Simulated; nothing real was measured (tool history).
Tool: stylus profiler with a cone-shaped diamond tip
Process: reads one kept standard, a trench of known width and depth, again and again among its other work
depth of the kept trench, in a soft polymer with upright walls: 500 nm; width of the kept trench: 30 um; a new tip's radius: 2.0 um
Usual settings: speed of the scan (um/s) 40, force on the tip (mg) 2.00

run	day	speed of the scan (um/s)	force on the tip (mg)	depth of the trench (Å)	width of the trench's floor (um)
1	0.000	40	2.00	5103.1	26.65
2	3.908	40	2.00	5104.1	26.63
3	7.712	40	2.00	5106.4	26.63
4	11.683	40	2.00	5109.0	26.60
5	14.304	40	2.00	5106.9	26.56
# day 14.662: height scale calibrated on a step standard
6	18.192	19	2.24	5121.6	26.68
7	23.179	19	2.24	5122.8	26.70

The next listed run, before its measurement:
8	27.017	67	3.30	?	?

{"run 8": {"depth of the trench (Å)": 5146.1, "width of the trench's floor (um)": 26.43}}
Without the tool's hidden state the same run would have given depth of the trench (Å) 5098.7, width of the trench's floor (um) 27.03.
